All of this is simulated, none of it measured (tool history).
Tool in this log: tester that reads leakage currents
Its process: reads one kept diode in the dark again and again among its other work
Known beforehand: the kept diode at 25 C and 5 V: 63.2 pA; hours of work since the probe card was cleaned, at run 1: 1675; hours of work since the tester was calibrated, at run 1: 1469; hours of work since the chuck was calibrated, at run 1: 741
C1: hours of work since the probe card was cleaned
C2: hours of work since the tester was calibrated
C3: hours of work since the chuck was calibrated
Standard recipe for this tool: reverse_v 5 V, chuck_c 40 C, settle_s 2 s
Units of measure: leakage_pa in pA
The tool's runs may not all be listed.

Run 1, hour 0: usual settings; C1 1675; C2 1469; C3 741. Result: leakage_pa 203.62 pA.
Run 2, hour 40.1: usual settings; C1 1698; C2 1493; C3 764. Result: leakage_pa 203.5 pA.
Run 3, hour 115.7: usual settings; C1 1743; C2 1538; C3 809. Result: leakage_pa 203.27 pA.
Run 4, hour 157.1: usual settings; C1 1767; C2 1562; C3 833. Result: leakage_pa 202.7 pA.
Run 5, hour 230.9: usual settings; C1 1811; C2 1605; C3 877. Result: leakage_pa 202.43 pA.
Run 6, hour 268.8: usual settings but chuck_c 51 C; C1 1833; C2 1628; C3 899. Result: leakage_pa 458.69 pA.
Run 7, hour 335.2: usual settings but chuck_c 51 C; C1 1872; C2 1667; C3 938. Result: leakage_pa 452.47 pA.
Run 8, hour 389.1: usual settings but chuck_c 51 C; C1 1904; C2 1699; C3 970. Result: leakage_pa 452.32 pA.
At hour 432.1: chuck's temperature calibrated.
Run 9, hour 432.6: usual settings but chuck_c 51 C; C1 1928; C2 1723; C3 0. Result: leakage_pa 504.16 pA.
Run 10, hour 487.7: usual settings but chuck_c 21 C; C1 1961; C2 1756; C3 33. Result: leakage_pa 52.53 pA.
Run 11, hour 523.3: usual settings but chuck_c 21 C; C1 1982; C2 1777; C3 54. Result: leakage_pa 52.64 pA.
Run 12, hour 587.8: usual settings but chuck_c 21 C; C1 2020; C2 1815; C3 92. Result: leakage_pa 52.45 pA.
Run 13, hour 621.8: usual settings but reverse_v 4.72 V; C1 2040; C2 1835; C3 112. Result: leakage_pa 217.29 pA.
Run 14, hour 684.7: usual settings but reverse_v 4.72 V, settle_s 4.44 s; C1 2077; C2 1872; C3 149. Result: leakage_pa 218.49 pA.
At hour 691: probe card cleaned and baked.
Run 15, hour 722.2: usual settings but reverse_v 4.72 V, settle_s 4.44 s; C1 18; C2 1892; C3 169. Result: leakage_pa 223.05 pA.
Run 16, hour 772.1: usual settings; C1 48; C2 1921; C3 198. Result: leakage_pa 226.59 pA.
Run 17, hour 832.5: usual settings; C1 83; C2 1957; C3 234. Result: leakage_pa 226.04 pA.
At hour 875.6: probe card cleaned and baked, once more.
Run 18, hour 898.5: usual settings but reverse_v 9.85 V, chuck_c 58 C; C1 13; C2 1994; C3 271. Result: leakage_pa 994.95 pA.
Run 19, hour 945.5: usual settings but reverse_v 9.85 V, chuck_c 58 C; C1 41; C2 2022; C3 299. Result: leakage_pa 998.11 pA.
Run 20, hour 995.9: usual settings but reverse_v 3.19 V, chuck_c 32 C, settle_s 1.96 s; C1 71; C2 2052; C3 329. Result: leakage_pa 96.18 pA.
Run 21, hour 1064.8: usual settings but reverse_v 3.19 V, chuck_c 32 C, settle_s 1.96 s; C1 111; C2 2092; C3 369. Result: leakage_pa 95.36 pA.
Run 22, hour 1145.8: usual settings but reverse_v 7.95 V; C1 159; C2 2140; C3 417. Result: leakage_pa 244.37 pA.
Run 23, hour 1201.3: usual settings but reverse_v 7.95 V; C1 192; C2 2172; C3 450. Result: leakage_pa 244.17 pA.
Run 24, hour 1268.3: usual settings but reverse_v 7.95 V; C1 231; C2 2212; C3 489. Result: leakage_pa 242.27 pA.
Run 25, hour 1325: usual settings but reverse_v 7.95 V, chuck_c 29 C; C1 265; C2 2245; C3 522. Result: leakage_pa 100.27 pA.
Run 26, hour 1383.9: usual settings but reverse_v 7.95 V, chuck_c 23 C, settle_s 3.03 s; C1 299; C2 2280; C3 557. Result: leakage_pa 60.66 pA.
Run 27, hour 1460.5: usual settings but reverse_v 2.78 V, chuck_c 22 C, settle_s 0.55 s; C1 345; C2 2325; C3 602. Result: leakage_pa 38.77 pA.
Run 28, hour 1537.5: usual settings but reverse_v 11.97 V, chuck_c 48 C, settle_s 1.12 s; C1 390; C2 2371; C3 648. Result: leakage_pa 502.75 pA.
Run 29, hour 1602.3: usual settings but chuck_c 24 C; C1 428; C2 2409; C3 686. Result: leakage_pa 55.9 pA.
Run 30, hour 1676.4: usual settings but reverse_v 1.19 V, chuck_c 33 C, settle_s 3.3 s; C1 472; C2 2452; C3 730. Result: leakage_pa 72.57 pA.
Run 31, hour 1727.3: usual settings but reverse_v 1.19 V, chuck_c 33 C, settle_s 3.3 s; C1 502; C2 2482; C3 760. Result: leakage_pa 72.04 pA.

4 ways to go on from here, each from the tool as it stands after run 31. What would each give?
Run A, hour 1800: usual settings but reverse_v 7.2 V, chuck_c 22 C, settle_s 0.61 s; C1 545; C2 2525; C3 802. Result: leakage_pa ?.
Run B, hour 1800: usual settings but reverse_v 6.07 V, chuck_c 33 C, settle_s 3.3 s; C1 545; C2 2525; C3 802. Result: leakage_pa ?.
Run C, hour 1800: usual settings but reverse_v 3.16 V, chuck_c 25 C, settle_s 1.85 s; C1 545; C2 2525; C3 802. Result: leakage_pa ?.
Run D, hour 1800: usual settings but reverse_v 1.07 V, chuck_c 29 C, settle_s 1.57 s; C1 545; C2 2525; C3 802. Result: leakage_pa ?.

run  leakage_pa
  A       54.65
  B      124.73
  C        51.4
  D       49.73
Stripped of hidden state, with their random variation kept, the same runs would have yielded:
run  leakage_pa
  A       56.09
  B      131.71
  C       54.28
  D       53.23

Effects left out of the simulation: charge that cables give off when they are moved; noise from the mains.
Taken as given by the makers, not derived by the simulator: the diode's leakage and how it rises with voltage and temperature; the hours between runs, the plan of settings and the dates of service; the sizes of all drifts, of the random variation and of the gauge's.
